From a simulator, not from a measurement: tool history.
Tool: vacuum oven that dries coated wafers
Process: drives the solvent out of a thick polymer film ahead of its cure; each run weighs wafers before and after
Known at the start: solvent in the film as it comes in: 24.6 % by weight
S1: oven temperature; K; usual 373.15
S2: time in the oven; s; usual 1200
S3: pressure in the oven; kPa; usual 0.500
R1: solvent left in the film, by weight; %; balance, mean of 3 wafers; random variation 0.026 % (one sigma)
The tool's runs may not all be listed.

| run | hour | S1 | S2 | S3 | R1 |
|---|---|---|---|---|---|
| 1 | 0.0 | 373.15 | 1200 | 0.500 | 3.90 |
| 2 | 116.1 | 373.15 | 1200 | 0.500 | 3.91 |
| 3 | 231.6 | 373.15 | 1200 | 0.500 | 3.91 |
| 4 | 339.7 | 373.15 | 1200 | 0.500 | 3.86 |
| 5 | 454.3 | 373.15 | 1200 | 0.500 | 3.83 |
|  | 518.0 | oven's thermocouples calibrated |
| 6 | 575.6 | 373.15 | 1200 | 0.415 | 3.62 |
| 7 | 665.5 | 373.15 | 1200 | 0.500 | 3.64 |
| 8 | 724.2 | 373.15 | 1200 | 0.500 | 3.67 |
|  | 785.3 | oven's thermocouples calibrated, once more |
| 9 | 807.2 | 373.15 | 1200 | 0.500 | 4.15 |
| 10 | 863.1 | 373.15 | 1200 | 0.500 | 4.17 |
| 11 | 915.6 | 373.15 | 1200 | 0.654 | 4.20 |
| 12 | 972.9 | 373.15 | 1200 | 0.654 | 4.20 |
| 13 | 1034.1 | 359.15 | 1200 | 0.500 | 11.22 |
| 14 | 1094.4 | 373.15 | 1200 | 0.500 | 4.07 |
| 15 | 1175.2 | 373.15 | 1200 | 1.298 | 4.48 |
| 16 | 1266.4 | 373.15 | 1200 | 0.500 | 4.08 |
| 17 | 1351.1 | 373.15 | 1200 | 0.500 | 4.04 |
| 18 | 1473.9 | 373.15 | 600 | 0.500 | 8.86 |
| 19 | 1574.0 | 373.15 | 600 | 0.500 | 8.93 |
| 20 | 1666.8 | 388.15 | 600 | 1.227 | 2.48 |
| 21 | 1793.1 | 388.15 | 600 | 1.227 | 2.46 |
| 22 | 1900.0 | 388.15 | 600 | 1.227 | 2.51 |
| 23 | 1956.0 | 369.15 | 1860 | 0.304 | 3.06 |
| 24 | 2081.9 | 369.15 | 1860 | 0.282 | 2.98 |
| 25 | 2196.8 | 384.15 | 1260 | 0.694 | 0.83 |
|  | 2308.2 | vacuum gauge cleaned of residue and calibrated |
| 26 | 2314.9 | 384.15 | 1140 | 0.286 | 0.79 |
| 27 | 2422.0 | 384.15 | 1140 | 0.286 | 0.77 |
| 28 | 2518.1 | 384.15 | 1140 | 0.286 | 0.80 |
| 29 | 2587.9 | 369.15 | 1020 | 0.394 | 6.70 |
| 30 | 2678.1 | 367.15 | 1320 | 1.688 | 6.47 |
| 31 | 2735.1 | 367.15 | 1320 | 1.688 | 6.45 |
|  | 2806.7 | oven's thermocouples calibrated |
| 32 | 2812.9 | 367.15 | 1320 | 1.688 | 6.58 |
| 33 | 2920.5 | 376.15 | 960 | 0.500 | 3.92 |
| 34 | 2995.7 | 369.15 | 1260 | 0.500 | 5.27 |
| 35 | 3103.2 | 379.15 | 1260 | 0.500 | 1.51 |
| 36 | 3163.0 | 379.15 | 1260 | 0.500 | 1.52 |
| 37 | 3231.2 | 373.15 | 1380 | 0.500 | 2.91 |

Forecast each of these 4 alternatives for the next run:
| A | 3285.7 | 386.15 | 960 | 1.628 | ? |
| B | 3285.7 | 373.15 | 1500 | 0.763 | ? |
| C | 3285.7 | 375.15 | 600 | 0.500 | ? |
| D | 3285.7 | 384.15 | 1380 | 0.340 | ? |

| run | R1 |
|---|---|
| A | 1.24 |
| B | 2.63 |
| C | 7.51 |
| D | 0.46 |
Without the tool's hidden state the same runs would have given:
| run | R1 |
|---|---|
| A | 1.35 |
| B | 2.87 |
| C | 7.88 |
| D | 0.49 |
